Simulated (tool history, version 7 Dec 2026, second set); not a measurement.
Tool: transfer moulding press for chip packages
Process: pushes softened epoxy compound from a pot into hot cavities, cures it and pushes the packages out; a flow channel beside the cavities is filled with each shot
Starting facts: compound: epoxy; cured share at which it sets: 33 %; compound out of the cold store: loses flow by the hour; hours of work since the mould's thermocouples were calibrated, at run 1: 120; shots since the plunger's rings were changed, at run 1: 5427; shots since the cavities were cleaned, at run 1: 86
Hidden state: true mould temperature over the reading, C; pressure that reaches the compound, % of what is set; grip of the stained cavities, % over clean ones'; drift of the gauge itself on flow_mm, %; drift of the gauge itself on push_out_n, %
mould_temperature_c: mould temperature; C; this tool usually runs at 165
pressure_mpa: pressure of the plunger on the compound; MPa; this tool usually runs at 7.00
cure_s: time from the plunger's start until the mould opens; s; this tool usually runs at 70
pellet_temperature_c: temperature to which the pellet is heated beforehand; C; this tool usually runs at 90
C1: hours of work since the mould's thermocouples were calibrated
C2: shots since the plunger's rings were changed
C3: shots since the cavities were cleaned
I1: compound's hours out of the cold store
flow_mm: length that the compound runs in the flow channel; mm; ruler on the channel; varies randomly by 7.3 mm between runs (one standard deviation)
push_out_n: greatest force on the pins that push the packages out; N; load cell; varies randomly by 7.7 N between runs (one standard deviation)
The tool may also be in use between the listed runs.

{"run": 1, "day": 0.0, "mould_temperature_c": 165, "pressure_mpa": 7.0, "cure_s": 70, "pellet_temperature_c": 90, "C1": 120, "C2": 5427, "C3": 86, "I1": 26.5, "flow_mm": 915, "push_out_n": 345}
{"run": 2, "day": 0.371, "mould_temperature_c": 165, "pressure_mpa": 7.0, "cure_s": 70, "pellet_temperature_c": 90, "C1": 127, "C2": 5584, "C3": 243, "I1": 39.3, "flow_mm": 831, "push_out_n": 341}
{"run": 3, "day": 0.808, "mould_temperature_c": 165, "pressure_mpa": 7.0, "cure_s": 70, "pellet_temperature_c": 90, "C1": 135, "C2": 5769, "C3": 428, "I1": 26.5, "flow_mm": 901, "push_out_n": 337}
{"run": 4, "day": 1.125, "mould_temperature_c": 165, "pressure_mpa": 7.0, "cure_s": 70, "pellet_temperature_c": 88, "C1": 141, "C2": 5904, "C3": 563, "I1": 31.9, "flow_mm": 877, "push_out_n": 352}
{"run": 5, "day": 1.504, "mould_temperature_c": 165, "pressure_mpa": 7.0, "cure_s": 70, "pellet_temperature_c": 88, "C1": 148, "C2": 6064, "C3": 723, "I1": 43.3, "flow_mm": 820, "push_out_n": 340}
{"run": 6, "day": 1.762, "mould_temperature_c": 165, "pressure_mpa": 7.0, "cure_s": 70, "pellet_temperature_c": 88, "C1": 152, "C2": 6173, "C3": 832, "I1": 18.5, "flow_mm": 931, "push_out_n": 357}
{"run": 7, "day": 2.088, "mould_temperature_c": 165, "pressure_mpa": 7.0, "cure_s": 70, "pellet_temperature_c": 88, "C1": 159, "C2": 6312, "C3": 971, "I1": 24.5, "flow_mm": 900, "push_out_n": 350}
{"day": 2.438, "done": "cavities cleaned with cleaning compound and waxed"}
{"run": 8, "day": 2.508, "mould_temperature_c": 165, "pressure_mpa": 7.0, "cure_s": 70, "pellet_temperature_c": 90, "C1": 165, "C2": 6462, "C3": 29, "I1": 37.5, "flow_mm": 851, "push_out_n": 343}
{"run": 9, "day": 2.925, "mould_temperature_c": 165, "pressure_mpa": 7.0, "cure_s": 70, "pellet_temperature_c": 90, "C1": 173, "C2": 6639, "C3": 206, "I1": 20.2, "flow_mm": 915, "push_out_n": 350}
{"day": 3.179, "done": "plunger's sealing rings changed"}
{"run": 10, "day": 3.283, "mould_temperature_c": 168, "pressure_mpa": 6.77, "cure_s": 64, "pellet_temperature_c": 85, "C1": 177, "C2": 46, "C3": 315, "I1": 25.3, "flow_mm": 883, "push_out_n": 349}
{"run": 11, "day": 3.542, "mould_temperature_c": 173, "pressure_mpa": 8.3, "cure_s": 99, "pellet_temperature_c": 95, "C1": 182, "C2": 154, "C3": 423, "I1": 27.7, "flow_mm": 942, "push_out_n": 259}
{"run": 12, "day": 4.033, "mould_temperature_c": 170, "pressure_mpa": 8.3, "cure_s": 99, "pellet_temperature_c": 95, "C1": 191, "C2": 361, "C3": 630, "I1": 27.8, "flow_mm": 942, "push_out_n": 254}
{"run": 13, "day": 4.517, "mould_temperature_c": 165, "pressure_mpa": 8.3, "cure_s": 99, "pellet_temperature_c": 85, "C1": 200, "C2": 566, "C3": 835, "I1": 38.0, "flow_mm": 928, "push_out_n": 263}
{"run": 14, "day": 4.971, "mould_temperature_c": 165, "pressure_mpa": 6.68, "cure_s": 70, "pellet_temperature_c": 89, "C1": 208, "C2": 758, "C3": 1027, "I1": 10.4, "flow_mm": 960, "push_out_n": 382}
{"day": 5.179, "done": "cavities cleaned with cleaning compound and waxed"}
{"run": 15, "day": 5.617, "mould_temperature_c": 165, "pressure_mpa": 7.0, "cure_s": 59, "pellet_temperature_c": 90, "C1": 219, "C2": 1007, "C3": 186, "I1": 17.1, "flow_mm": 925, "push_out_n": 562}
{"run": 16, "day": 5.912, "mould_temperature_c": 171, "pressure_mpa": 7.21, "cure_s": 59, "pellet_temperature_c": 90, "C1": 224, "C2": 1131, "C3": 310, "I1": 27.4, "flow_mm": 869, "push_out_n": 341}
{"run": 17, "day": 6.496, "mould_temperature_c": 171, "pressure_mpa": 7.21, "cure_s": 59, "pellet_temperature_c": 90, "C1": 235, "C2": 1379, "C3": 558, "I1": 44.2, "flow_mm": 824, "push_out_n": 324}

Alternative continuations, all from the tool just after run 17; predict every row:
{"run": "A", "day": 7.021, "mould_temperature_c": 169, "pressure_mpa": 7.0, "cure_s": 70, "pellet_temperature_c": 97, "C1": 245, "C2": 1601, "C3": 780, "I1": 38.7, "flow_mm": "?", "push_out_n": "?"}
{"run": "B", "day": 7.021, "mould_temperature_c": 167, "pressure_mpa": 7.0, "cure_s": 57, "pellet_temperature_c": 90, "C1": 245, "C2": 1601, "C3": 780, "I1": 36.5, "flow_mm": "?", "push_out_n": "?"}
{"run": "C", "day": 7.021, "mould_temperature_c": 172, "pressure_mpa": 7.85, "cure_s": 70, "pellet_temperature_c": 90, "C1": 245, "C2": 1601, "C3": 780, "I1": 20.5, "flow_mm": "?", "push_out_n": "?"}

run=A flow_mm=824 push_out_n=272
run=B flow_mm=840 push_out_n=477
run=C flow_mm=952 push_out_n=274
Had the tool no hidden state, the same runs would have come out as:
run=A flow_mm=825 push_out_n=268
run=B flow_mm=840 push_out_n=470
run=C flow_mm=952 push_out_n=270
